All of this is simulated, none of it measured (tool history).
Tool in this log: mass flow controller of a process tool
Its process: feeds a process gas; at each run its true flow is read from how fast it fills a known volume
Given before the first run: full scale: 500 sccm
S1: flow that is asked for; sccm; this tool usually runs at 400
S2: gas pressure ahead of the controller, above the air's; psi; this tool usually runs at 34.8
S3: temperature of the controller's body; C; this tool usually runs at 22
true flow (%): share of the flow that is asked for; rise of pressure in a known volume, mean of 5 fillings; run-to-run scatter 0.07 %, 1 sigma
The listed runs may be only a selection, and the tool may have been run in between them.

Run 1, hour 0.0: usual settings. Result: true flow (%) 98.95.
Run 2, hour 97.8: usual settings but S2 25.2 psi. Result: true flow (%) 99.45.
Run 3, hour 163.4: usual settings. Result: true flow (%) 98.92.
Run 4, hour 288.5: usual settings but S2 26.3 psi. Result: true flow (%) 99.34.
Run 5, hour 409.2: usual settings but S2 22.6 psi. Result: true flow (%) 99.57.
Run 6, hour 550.4: usual settings but S3 21 C. Result: true flow (%) 98.90.
Run 7, hour 690.6: usual settings but S2 21.0 psi. Result: true flow (%) 99.53.
Run 8, hour 814.4: usual settings but S2 21.0 psi. Result: true flow (%) 99.51.
Run 9, hour 884.6: usual settings but S2 21.0 psi. Result: true flow (%) 99.56.
Run 10, hour 1036.5: usual settings but S2 29.4 psi. Result: true flow (%) 99.06.
Run 11, hour 1170.5: usual settings but S1 425 sccm. Result: true flow (%) 99.10.
Run 12, hour 1232.3: usual settings but S1 425 sccm. Result: true flow (%) 99.09.
Run 13, hour 1326.3: usual settings but S1 425 sccm. Result: true flow (%) 99.16.
Run 14, hour 1410.7: usual settings but S3 28 C. Result: true flow (%) 98.69.
Run 15, hour 1500.7: usual settings but S2 24.8 psi, S3 28 C. Result: true flow (%) 99.25.
Run 16, hour 1607.1: usual settings but S2 29.6 psi. Result: true flow (%) 99.08.
Run 17, hour 1723.7: usual settings. Result: true flow (%) 98.83.
Run 18, hour 1810.4: usual settings but S2 21.0 psi. Result: true flow (%) 99.52.
Run 19, hour 1880.8: usual settings but S2 21.0 psi. Result: true flow (%) 99.64.
Run 20, hour 1999.7: usual settings but S2 21.0 psi. Result: true flow (%) 99.58.
Run 21, hour 2102.8: usual settings but S1 99 sccm, S2 21.0 psi. Result: true flow (%) 96.16.
Run 22, hour 2168.0: usual settings but S1 99 sccm, S2 21.0 psi. Result: true flow (%) 95.80.
Run 23, hour 2310.2: usual settings but S1 115 sccm, S2 21.0 psi. Result: true flow (%) 96.38.
Run 24, hour 2431.4: usual settings but S1 115 sccm, S2 21.0 psi. Result: true flow (%) 96.27.
Run 25, hour 2513.1: usual settings but S1 115 sccm, S2 21.0 psi. Result: true flow (%) 96.15.
Run 26, hour 2639.5: usual settings but S1 115 sccm, S2 23.2 psi, S3 20 C. Result: true flow (%) 96.22.
Run 27, hour 2754.8: usual settings but S1 266 sccm, S2 22.8 psi, S3 32 C. Result: true flow (%) 97.81.
Run 28, hour 2859.7: usual settings but S1 266 sccm, S2 22.8 psi, S3 32 C. Result: true flow (%) 97.80.
Run 29, hour 2937.1: usual settings but S2 32.1 psi. Result: true flow (%) 98.95.
Run 30, hour 3006.3: usual settings but S2 38.9 psi. Result: true flow (%) 98.69.
Run 31, hour 3103.8: usual settings but S1 368 sccm. Result: true flow (%) 98.54.
Run 32, hour 3246.9: usual settings but S1 458 sccm, S2 26.8 psi, S3 36 C. Result: true flow (%) 99.21.
Run 33, hour 3348.1: usual settings but S1 283 sccm, S2 22.2 psi. Result: true flow (%) 98.36.
Run 34, hour 3487.9: usual settings but S1 283 sccm, S2 22.2 psi. Result: true flow (%) 98.29.
Run 35, hour 3562.7: usual settings but S3 28 C. Result: true flow (%) 98.61.
Run 36, hour 3652.6: usual settings but S1 99 sccm, S3 34 C. Result: true flow (%) 94.25.
Run 37, hour 3738.2: usual settings but S1 68 sccm, S2 26.0 psi, S3 31 C. Result: true flow (%) 93.18.
Run 38, hour 3823.2: usual settings but S1 96 sccm, S2 33.1 psi, S3 26 C. Result: true flow (%) 94.50.
Run 39, hour 3929.7: usual settings but S1 73 sccm, S2 30.0 psi. Result: true flow (%) 93.56.
Run 40, hour 4025.0: usual settings but S1 73 sccm, S2 32.2 psi. Result: true flow (%) 93.38.
Run 41, hour 4121.8: usual settings but S1 328 sccm, S2 38.0 psi, S3 36 C. Result: true flow (%) 97.52.
Run 42, hour 4222.9: usual settings but S1 328 sccm, S2 38.0 psi, S3 36 C. Result: true flow (%) 97.55.
Run 43, hour 4308.8: usual settings but S1 129 sccm, S2 24.2 psi, S3 28 C. Result: true flow (%) 95.59.
Run 44, hour 4378.8: usual settings but S1 63 sccm, S2 24.2 psi, S3 28 C. Result: true flow (%) 92.69.
Run 45, hour 4501.5: usual settings but S1 63 sccm, S2 24.2 psi, S3 28 C. Result: true flow (%) 92.51.
Run 46, hour 4638.5: usual settings but S1 88 sccm, S3 24 C. Result: true flow (%) 93.71.
Run 47, hour 4785.5: usual settings but S1 410 sccm, S2 25.5 psi, S3 28 C. Result: true flow (%) 99.10.
Run 48, hour 4914.9: usual settings but S1 179 sccm, S2 21.0 psi, S3 29 C. Result: true flow (%) 96.70.

4 ways to go on from here, each from the tool as it stands after run 48. What would each give?
Run A, hour 5003.4: usual settings but S1 142 sccm, S2 22.9 psi, S3 39 C. Result: true flow (%) ?.
Run B, hour 5003.4: usual settings but S1 51 sccm, S2 20.3 psi. Result: true flow (%) ?.
Run C, hour 5003.4: usual settings but S2 23.5 psi, S3 24 C. Result: true flow (%) ?.
Run D, hour 5003.4: usual settings but S1 87 sccm, S3 25 C. Result: true flow (%) ?.

run  true flow (%)
  A          95.49
  B          91.11
  C          99.23
  D          93.50
What these runs would have given with no unlogged condition in the tool:
run  true flow (%)
  A          97.50
  B          97.48
  C          99.66
  D          97.05
